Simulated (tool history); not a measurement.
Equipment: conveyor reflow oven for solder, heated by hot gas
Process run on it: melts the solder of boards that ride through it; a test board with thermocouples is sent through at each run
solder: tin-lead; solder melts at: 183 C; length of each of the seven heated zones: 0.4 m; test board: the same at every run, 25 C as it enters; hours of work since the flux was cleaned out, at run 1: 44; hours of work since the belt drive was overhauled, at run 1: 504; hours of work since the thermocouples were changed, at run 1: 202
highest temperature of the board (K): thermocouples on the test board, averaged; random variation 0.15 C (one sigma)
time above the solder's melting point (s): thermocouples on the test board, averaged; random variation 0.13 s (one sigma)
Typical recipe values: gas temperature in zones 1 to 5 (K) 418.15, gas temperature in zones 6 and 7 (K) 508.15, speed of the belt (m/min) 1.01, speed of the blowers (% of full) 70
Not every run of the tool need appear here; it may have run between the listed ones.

run   hour  gas temperature in zones 1 to 5 (K)  gas temperature in zones 6 and 7 (K)  speed of the belt (m/min)  speed of the blowers (% of full)  hours of work since the flux was cleaned out  hours of work since the belt drive was overhauled  hours of work since the thermocouples were changed  highest temperature of the board (K)  time above the solder's melting point (s)
  1      0                               418.15                                508.15                       1.01                                70                                            44                                                504                                                 202                                490.25                                       37.3
  2   17.2                               418.15                                508.15                       1.01                                70                                            53                                                512                                                 211                                490.55                                       37.6
  3   31.6                               418.15                                508.15                       1.01                                70                                            60                                                520                                                 218                                490.35                                       37.4
  4   45.3                               418.15                                508.15                       1.01                                70                                            67                                                527                                                 225                                490.55                                       37.4
  5   57.7                               418.15                                508.15                       1.01                                70                                            73                                                533                                                 231                                490.45                                       37.6
  6   69.8                               418.15                                508.15                       1.01                                70                                            79                                                539                                                 237                                490.45                                       37.4
  7   87.2                               418.15                                508.15                       1.01                                70                                            88                                                548                                                 246                                490.55                                       37.4
  8  103.6                               418.15                                508.15                       1.01                                70                                            96                                                556                                                 254                                490.45                                       37.4
     108.7  -- belt drive overhauled, speed set with a stopwatch
  9  128.6                               418.15                                512.15                       1.01                                70                                           107                                                 10                                                 265                                493.65                                       39.3
 10  155.7                               418.15                                500.15                       0.99                                74                                           120                                                 24                                                 279                                485.05                                       35.8
     161.1  -- belt drive overhauled, speed set with a stopwatch, once more
 11  173.2                               418.15                                500.15                       0.99                                73                                           127                                                  6                                                 285                                484.55                                       34.4
 12  185.4                               418.15                                500.15                       0.99                                76                                           133                                                 12                                                 291                                484.55                                       34.9
 13  198.5                               418.15                                519.15                       0.85                                76                                           140                                                 19                                                 298                                505.35                                         51

Expected results for the next run?
 14  223.3                               428.15                                498.15                       1.07                                63                                           152                                                 31                                                 310                                     ?                                          ?

highest temperature of the board (K): 481.05
time above the solder's melting point (s): 32
On a tool with no hidden condition, and with the same random variation, this run would have come out at highest temperature of the board (K) 481.45, time above the solder's melting point (s) 32.4.
